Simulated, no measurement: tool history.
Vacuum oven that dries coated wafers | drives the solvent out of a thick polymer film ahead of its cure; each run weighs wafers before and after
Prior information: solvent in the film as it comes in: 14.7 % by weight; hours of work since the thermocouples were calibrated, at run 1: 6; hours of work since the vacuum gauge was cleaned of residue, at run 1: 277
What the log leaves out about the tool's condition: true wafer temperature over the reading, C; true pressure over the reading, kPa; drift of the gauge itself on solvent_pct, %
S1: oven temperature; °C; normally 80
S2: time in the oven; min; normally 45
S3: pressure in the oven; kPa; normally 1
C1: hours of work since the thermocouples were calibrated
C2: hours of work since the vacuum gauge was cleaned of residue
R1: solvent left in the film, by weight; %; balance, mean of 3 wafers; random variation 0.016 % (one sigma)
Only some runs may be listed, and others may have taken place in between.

run,hour,S1,S2,S3,C1,C2,R1
1,0,80,45,1,6,277,0.96
2,58.3,80,45,1,51,322,1
3,126.3,73,45,1,104,375,1.77
4,158.4,80,45,0.88,129,400,0.98
5,232,80,45,0.88,186,457,1
6,272.3,80,45,0.88,217,488,0.99
7,342.7,80,45,1,272,543,1.09
8,408.1,80,45,0.54,322,594,0.88
9,473.9,80,45,0.54,373,645,0.92
10,515,80,45,0.54,405,677,0.92
11,557.7,80,45,0.54,439,710,0.92
12,628.9,80,45,1,494,765,1.13
13,697.5,80,45,1,547,818,1.16
14,744.9,80,45,1,584,855,1.2
15,780.2,80,34,1,611,882,1.79
16,842.9,80,45,1,660,931,1.22
# hour 883.1: oven's thermocouples calibrated
17,883.1,80,38,1,0,961,1.49
18,916.4,80,38,1,26,987,1.53
19,969.8,80,50,0.76,67,1028,0.91
20,1005.8,80,45,1.13,95,1056,1.24
21,1073.2,84,27,3.07,148,1108,2.6
22,1118.8,84,27,3.07,183,1144,2.65
# hour 1160.4: vacuum gauge cleaned of residue and calibrated
23,1160.4,84,27,3.07,214,0,2.53
24,1228.8,66,23,3.32,267,53,6.82
25,1276.2,81,34,1.06,304,90,1.6
26,1321.4,81,63,1.06,339,125,0.62
27,1394,67,45,2.82,395,181,4.02
28,1450.7,67,45,2.82,439,225,4.05
29,1497.1,67,45,2.82,475,261,4.12
30,1536.3,74,48,3.61,506,292,2.95
31,1573.1,78,47,0.62,534,320,1.09
32,1617.5,88,53,3.32,569,355,1.21
33,1663.2,83,53,0.83,604,390,0.62
34,1714.2,80,73,0.87,644,430,0.58
35,1745.4,76,51,2.21,668,454,1.95

Had the tool no unlogged condition, and each run kept its random variation, what would the results have been?
run,R1
1,0.96
2,0.98
3,1.73
4,0.94
5,0.94
6,0.92
7,1
8,0.77
9,0.8
10,0.79
11,0.78
12,0.97
13,0.98
14,1.01
15,1.57
16,1
17,1.31
18,1.34
19,0.71
20,1.03
21,2.36
22,2.4
23,2.42
24,6.62
25,1.47
26,0.56
27,3.74
28,3.75
29,3.79
30,2.67
31,0.91
32,1.09
33,0.49
34,0.45
35,1.67
